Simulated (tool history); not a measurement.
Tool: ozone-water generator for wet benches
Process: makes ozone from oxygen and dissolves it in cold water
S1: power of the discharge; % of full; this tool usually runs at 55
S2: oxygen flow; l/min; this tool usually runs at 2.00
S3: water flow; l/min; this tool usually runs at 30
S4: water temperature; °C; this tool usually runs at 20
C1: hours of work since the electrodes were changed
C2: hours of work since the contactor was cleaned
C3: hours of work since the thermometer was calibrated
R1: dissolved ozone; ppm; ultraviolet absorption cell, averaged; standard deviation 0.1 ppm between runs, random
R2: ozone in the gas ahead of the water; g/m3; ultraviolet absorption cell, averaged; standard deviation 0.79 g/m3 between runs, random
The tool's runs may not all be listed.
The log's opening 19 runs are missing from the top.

| run | hour | S1 | S2 | S3 | S4 | C1 | C2 | C3 | R1 | R2 |
|---|---|---|---|---|---|---|---|---|---|---|
| 20 | 1116.5 | 89 | 2.59 | 29 | 20 | 2129 | 54 | 5119 | 6.6 | 142.1 |
| 21 | 1187.9 | 55 | 3.28 | 30 | 20 | 2186 | 111 | 5176 | 5.1 | 94.8 |
| 22 | 1220.0 | 55 | 3.28 | 30 | 20 | 2212 | 137 | 5201 | 5.0 | 95.5 |
| 23 | 1259.2 | 55 | 3.28 | 30 | 26 | 2243 | 168 | 5233 | 4.6 | 94.5 |
| 24 | 1309.7 | 53 | 2.00 | 30 | 26 | 2284 | 208 | 5273 | 4.1 | 114.5 |
| 25 | 1380.9 | 53 | 1.21 | 33 | 22 | 2341 | 265 | 5330 | 3.0 | 142.3 |
| 26 | 1425.3 | 53 | 1.21 | 33 | 22 | 2376 | 301 | 5366 | 3.0 | 141.3 |
| 27 | 1468.9 | 67 | 1.21 | 33 | 22 | 2411 | 336 | 5400 | 3.3 | 163.9 |
| 28 | 1519.2 | 41 | 3.25 | 30 | 20 | 2451 | 376 | 5441 | 4.2 | 79.3 |

Run 29 is up next; what results do you expect?
| 29 | 1551.8 | 41 | 3.25 | 30 | 20 | 2477 | 402 | 5467 | ? | ? |

Run 29 produced R1 4.2 ppm, R2 80.7 g/m3.
With the hidden condition absent and the run-to-run variation left alone, this run would have shown R1 4.3 ppm, R2 82.9 g/m3.

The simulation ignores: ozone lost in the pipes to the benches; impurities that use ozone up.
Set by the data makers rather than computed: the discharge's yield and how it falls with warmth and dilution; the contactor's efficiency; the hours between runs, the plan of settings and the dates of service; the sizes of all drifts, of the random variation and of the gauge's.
